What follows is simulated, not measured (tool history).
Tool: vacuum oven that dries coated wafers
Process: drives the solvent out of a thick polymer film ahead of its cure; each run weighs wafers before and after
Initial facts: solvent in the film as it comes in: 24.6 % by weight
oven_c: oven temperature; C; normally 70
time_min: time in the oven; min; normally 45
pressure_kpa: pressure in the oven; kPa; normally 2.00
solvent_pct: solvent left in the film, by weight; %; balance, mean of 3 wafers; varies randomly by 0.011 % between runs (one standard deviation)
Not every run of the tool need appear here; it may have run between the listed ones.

run,hour,oven_c,time_min,pressure_kpa,solvent_pct
1,0.0,70,45,2.00,1.76
2,14.4,70,45,2.00,1.75
3,30.1,70,45,2.00,1.76
4,40.6,70,45,2.00,1.75
5,51.0,70,45,2.00,1.77
6,65.6,70,45,2.00,1.76
7,80.0,70,45,2.00,1.75
8,89.5,70,45,2.00,1.75
9,105.2,70,45,2.00,1.74
10,121.0,70,45,2.00,1.76
11,130.4,69,45,2.00,1.98
12,142.2,69,45,2.00,1.97
13,157.0,70,45,2.00,1.74
14,164.4,70,45,2.00,1.74
15,175.3,74,45,2.00,1.03
16,190.7,70,45,2.00,1.73
17,203.2,70,45,2.00,1.74
18,213.8,61,45,3.63,5.36
19,221.7,59,68,4.53,4.38
20,235.0,59,36,4.53,8.09
21,246.5,76,36,4.53,1.75
22,262.0,80,45,6.37,1.32
23,276.0,80,35,6.37,1.56
24,289.5,67,30,1.01,4.46
25,296.8,67,30,1.01,4.47
26,305.6,55,45,2.00,7.70
27,316.7,66,47,2.00,2.63
28,328.2,70,23,2.92,5.36
29,340.0,82,23,1.38,1.24
30,354.9,82,23,1.38,1.26
31,363.8,82,23,1.38,1.23

What if the next run were any one of these 5? Each begins from the tool's condition after run 31:
A,372.2,82,23,2.93,?
B,372.2,82,58,1.38,?
C,372.2,78,45,2.56,?
D,372.2,82,23,7.93,?
E,372.2,77,37,3.10,?

run,solvent_pct
A,1.50
B,0.27
C,0.74
D,2.33
E,1.22
With no hidden state in the tool, these same runs would have given:
run,solvent_pct
A,1.67
B,0.26
C,0.78
D,2.51
E,1.33

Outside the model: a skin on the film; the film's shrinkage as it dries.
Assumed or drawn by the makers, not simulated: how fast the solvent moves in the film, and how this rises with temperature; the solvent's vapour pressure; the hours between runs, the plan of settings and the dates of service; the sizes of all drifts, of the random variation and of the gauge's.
